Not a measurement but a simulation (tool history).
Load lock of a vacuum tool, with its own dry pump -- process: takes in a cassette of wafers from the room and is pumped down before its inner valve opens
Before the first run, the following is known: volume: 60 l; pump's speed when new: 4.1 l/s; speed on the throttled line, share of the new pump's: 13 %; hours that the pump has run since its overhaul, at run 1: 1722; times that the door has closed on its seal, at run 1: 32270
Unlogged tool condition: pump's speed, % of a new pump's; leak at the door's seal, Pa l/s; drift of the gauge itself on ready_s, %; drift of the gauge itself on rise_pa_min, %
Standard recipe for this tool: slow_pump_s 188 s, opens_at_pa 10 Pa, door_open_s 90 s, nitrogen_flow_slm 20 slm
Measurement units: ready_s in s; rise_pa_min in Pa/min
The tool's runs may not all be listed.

run,hour,slow_pump_s,opens_at_pa,door_open_s,nitrogen_flow_slm,hours that the pump has run since its overhaul,times that the door has closed on its seal,"incoming humidity of the room's air, %",ready_s,rise_pa_min
1,0.0,188,10,90,20,1722,32270,45.8,301.3,0.208
2,94.7,188,10,90,20,1817,32679,43.6,302.4,0.219
3,182.4,188,10,90,20,1904,33058,47.9,301.4,0.219
4,359.7,188,10,90,20,2082,33824,46.2,301.5,0.232
5,454.7,188,10,90,20,2177,34235,41.6,303.0,0.227
6,651.0,188,10,90,20,2373,35083,45.4,305.3,0.236
7,755.0,188,10,90,20,2477,35532,43.4,301.2,0.241
8,940.9,188,10,90,20,2663,36336,45.7,305.3,0.249
9,1093.0,188,10,90,20,2815,36993,46.9,304.4,0.256
10,1261.1,188,10,90,20,2983,37719,45.6,304.0,0.263
11,1418.0,324,10,90,20,3140,38397,49.4,421.2,0.280
12,1614.9,264,10,47,15,3337,39248,47.5,369.2,0.261
13,1764.7,188,10,90,45,3487,39896,44.9,304.3,0.264
14,1858.0,194,13,217,32,3580,40299,47.0,306.0,0.288
15,2009.0,194,13,217,32,3731,40952,47.3,306.4,0.302
16,2186.9,291,10,90,6,3909,41721,47.9,396.0,0.328
17,2329.4,354,10,53,6,4051,42336,43.6,449.3,0.315
18,2442.5,101,9,39,27,4164,42825,45.6,231.7,0.301
19,2655.3,198,15,61,27,4377,43745,43.3,309.3,0.309
20,2837.1,198,15,61,27,4559,44530,42.9,307.1,0.320
21,3050.4,271,11,61,7,4772,45452,45.3,376.5,0.335
22,3240.8,271,11,61,7,4963,46275,46.6,375.4,0.358

3 ways to go on from here, each from the tool as it stands after run 22. What would each give?
A,3347.5,188,10,90,17,5069,46736,44.1,?,?
B,3347.5,271,18,55,7,5069,46736,40.8,?,?
C,3347.5,180,14,129,7,5069,46736,42.9,?,?

run,ready_s,rise_pa_min
A,306.7,0.351
B,368.6,0.356
C,297.8,0.378
Had the tool no hidden state, the same runs would have come out as:
run,ready_s,rise_pa_min
A,300.8,0.048
B,363.7,0.051
C,292.0,0.069
